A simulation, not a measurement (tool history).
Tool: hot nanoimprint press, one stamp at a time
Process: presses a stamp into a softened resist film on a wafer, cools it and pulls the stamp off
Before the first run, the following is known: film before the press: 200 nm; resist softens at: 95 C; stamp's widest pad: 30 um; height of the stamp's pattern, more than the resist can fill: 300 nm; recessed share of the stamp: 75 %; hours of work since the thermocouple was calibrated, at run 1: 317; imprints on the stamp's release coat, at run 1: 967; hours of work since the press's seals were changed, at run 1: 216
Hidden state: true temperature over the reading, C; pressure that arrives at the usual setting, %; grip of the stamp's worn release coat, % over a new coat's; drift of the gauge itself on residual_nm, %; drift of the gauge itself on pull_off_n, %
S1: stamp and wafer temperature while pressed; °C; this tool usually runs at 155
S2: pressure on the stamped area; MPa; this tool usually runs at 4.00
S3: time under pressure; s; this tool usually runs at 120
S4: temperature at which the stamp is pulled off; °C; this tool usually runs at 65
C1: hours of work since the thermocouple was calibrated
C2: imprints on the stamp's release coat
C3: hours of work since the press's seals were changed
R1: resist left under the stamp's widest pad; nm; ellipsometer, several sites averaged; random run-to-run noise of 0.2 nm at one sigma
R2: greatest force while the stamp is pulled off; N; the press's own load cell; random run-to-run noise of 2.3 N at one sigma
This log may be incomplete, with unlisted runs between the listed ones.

Run 1, day 0.000: usual settings; C1 317; C2 967; C3 216. Result: R1 70.1 nm, R2 139 N.
Run 2, day 0.462: usual settings; C1 322; C2 990; C3 222. Result: R1 69.6 nm, R2 138 N.
Run 3, day 1.188: usual settings but S1 157 °C; C1 331; C2 1025; C3 230. Result: R1 61.8 nm, R2 136 N.
Run 4, day 1.875: usual settings but S1 157 °C; C1 338; C2 1058; C3 238. Result: R1 61.7 nm, R2 138 N.
Run 5, day 2.317: usual settings but S3 109 s; C1 343; C2 1079; C3 243. Result: R1 72.2 nm, R2 135 N.
Run 6, day 2.900: usual settings but S3 109 s; C1 350; C2 1107; C3 249. Result: R1 72.1 nm, R2 141 N.
Run 7, day 3.575: usual settings but S3 109 s; C1 358; C2 1140; C3 257. Result: R1 72.6 nm, R2 140 N.
Run 8, day 4.392: usual settings but S3 74 s; C1 367; C2 1179; C3 266. Result: R1 83.6 nm, R2 140 N.
Run 9, day 4.992: usual settings but S1 166 °C; C1 374; C2 1208; C3 273. Result: R1 36.6 nm, R2 139 N.
Run 10, day 5.450: usual settings but S1 166 °C; C1 379; C2 1230; C3 278. Result: R1 36.5 nm, R2 134 N.
Run 11, day 6.021: usual settings but S1 166 °C; C1 385; C2 1258; C3 285. Result: R1 36.6 nm, R2 142 N.
Run 12, day 6.946: usual settings but S2 3.08 MPa; C1 396; C2 1303; C3 295. Result: R1 79.6 nm, R2 143 N.
Run 13, day 7.529: usual settings but S2 3.08 MPa; C1 402; C2 1331; C3 302. Result: R1 79.7 nm, R2 140 N.
Run 14, day 8.025: usual settings but S4 68 °C; C1 408; C2 1355; C3 307. Result: R1 69.5 nm, R2 136 N.
Run 15, day 8.962: usual settings but S3 89 s; C1 419; C2 1400; C3 318. Result: R1 77.4 nm, R2 139 N.
Run 16, day 9.600: usual settings but S1 166 °C, S2 4.12 MPa, S3 103 s, S4 67 °C; C1 426; C2 1431; C3 325. Result: R1 38.5 nm, R2 143 N.
Run 17, day 10.446: usual settings but S1 147 °C, S2 2.68 MPa, S3 76 s, S4 64 °C; C1 436; C2 1472; C3 335. Result: R1 147.2 nm, R2 142 N.
Run 18, day 11.362: usual settings but S3 206 s; C1 446; C2 1516; C3 345. Result: R1 55.9 nm, R2 143 N.
Run 19, day 12.204: usual settings but S3 161 s; C1 455; C2 1557; C3 355. Result: R1 61.6 nm, R2 146 N.
Run 20, day 12.908: usual settings but S3 161 s; C1 463; C2 1591; C3 363. Result: R1 62.3 nm, R2 143 N.
Run 21, day 13.488: usual settings but S1 162 °C; C1 470; C2 1619; C3 369. Result: R1 45.0 nm, R2 146 N.
At day 14.054: plate thermocouple calibrated.
Run 22, day 14.179: usual settings but S1 164 °C, S4 64 °C; C1 1; C2 1646; C3 376. Result: R1 44.3 nm, R2 154 N.
Run 23, day 14.562: usual settings but S1 164 °C, S4 64 °C; C1 6; C2 1665; C3 380. Result: R1 44.2 nm, R2 157 N.
Run 24, day 14.979: usual settings but S1 147 °C, S3 124 s; C1 10; C2 1685; C3 385. Result: R1 120.7 nm, R2 149 N.
Run 25, day 15.550: usual settings but S1 147 °C, S3 109 s, S4 50 °C; C1 17; C2 1712; C3 391. Result: R1 125.9 nm, R2 181 N.
Run 26, day 16.279: usual settings but S2 3.26 MPa, S3 127 s, S4 59 °C; C1 25; C2 1747; C3 400. Result: R1 82.5 nm, R2 163 N.
Run 27, day 16.850: usual settings but S2 3.26 MPa, S3 127 s, S4 59 °C; C1 32; C2 1775; C3 406. Result: R1 82.2 nm, R2 164 N.
Run 28, day 17.283: usual settings but S1 161 °C, S2 5.32 MPa, S3 221 s, S4 59 °C; C1 37; C2 1796; C3 411. Result: R1 35.1 nm, R2 162 N.
Run 29, day 18.217: usual settings but S1 146 °C, S2 3.49 MPa; C1 47; C2 1841; C3 422. Result: R1 135.0 nm, R2 149 N.
Run 30, day 18.942: usual settings but S2 6.16 MPa; C1 55; C2 1876; C3 430. Result: R1 60.3 nm, R2 151 N.

Each row is a separate what-if for the run after 30, all from the same tool condition, not one after another. Results?
Run A, day 19.442: usual settings but S1 162 °C, S2 5.38 MPa, S4 71 °C; C1 61; C2 1900; C3 435. Result: R1 ?, R2 ?.
Run B, day 19.442: usual settings but S1 145 °C, S2 2.50 MPa, S3 87 s; C1 61; C2 1900; C3 435. Result: R1 ?, R2 ?.
Run C, day 19.442: usual settings but S2 6.25 MPa; C1 61; C2 1900; C3 435. Result: R1 ?, R2 ?.
Run D, day 19.442: usual settings but S2 5.60 MPa, S3 239 s, S4 59 °C; C1 61; C2 1900; C3 435. Result: R1 ?, R2 ?.

run     R1   R2
  A   41.8  137
  B  164.1  156
  C   59.6  148
  D   48.3  168
Without the tool's unlogged condition, the same runs would have read:
run     R1   R2
  A   40.2  112
  B  161.8  127
  C   57.2  120
  D   46.4  138
